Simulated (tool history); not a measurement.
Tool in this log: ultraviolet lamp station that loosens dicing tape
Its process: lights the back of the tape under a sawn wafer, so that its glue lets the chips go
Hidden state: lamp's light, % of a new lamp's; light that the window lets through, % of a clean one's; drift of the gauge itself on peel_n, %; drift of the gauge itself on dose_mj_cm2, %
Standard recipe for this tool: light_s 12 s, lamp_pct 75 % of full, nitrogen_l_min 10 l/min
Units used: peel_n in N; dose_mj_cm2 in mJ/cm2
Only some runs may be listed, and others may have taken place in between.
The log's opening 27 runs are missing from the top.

run   hour  light_s  lamp_pct  nitrogen_l_min  hours of work of the lamp  hours of work since the window was cleaned  peel_n  dose_mj_cm2
 28  231.6       12        76               5                        239                                         172   1.931          499
 29  239.9       21        61              10                        243                                         176   0.582          712
 30  250.9        7        75              10                        248                                         181   2.954          293
 31  256.5       12        81               3                        251                                         184   2.184          540
 32  266.7       12        81               3                        256                                         189   2.274          535
 33  277.1       12        81               3                        261                                         194   2.215          541
 34  283.2       12        75               7                        264                                         197   1.549          496
 35  288.6       18        62              10                        267                                         199   0.801          616
 36  294.4       21        74              11                        269                                         202   0.318          865
 37  305.6       11        93               6                        275                                         207   1.374          571
 38  317.2       11        93               6                        280                                         213   1.399          570
 39  326.5       12        75               8                        285                                         217   1.434          499
 40  333.0        8        63              10                        288                                         221   3.068          282
 41  337.8        8        63               3                        290                                         223   4.717          278
 42  343.0        9        85              14                        293                                         225   1.443          421
 43  351.2       19        95              10                        297                                         229   0.229         1002

Predict each of these 4 candidate next runs independently; none follows another, all start after run 43:
  A  356.9       22        88              12                        300                                         232       ?            ?
  B  356.9       16        95               8                        300                                         232       ?            ?
  C  356.9       12        75              14                        300                                         232       ?            ?
  D  356.9       19        98              10                        300                                         232       ?            ?

run  peel_n  dose_mj_cm2
  A   0.184         1080
  B   0.415          846
  C   1.033          502
  D   0.211         1034
Without the tool's unlogged condition, the same runs would have read:
run  peel_n  dose_mj_cm2
  A   0.183         1081
  B   0.414          847
  C   1.031          502
  D   0.211         1035
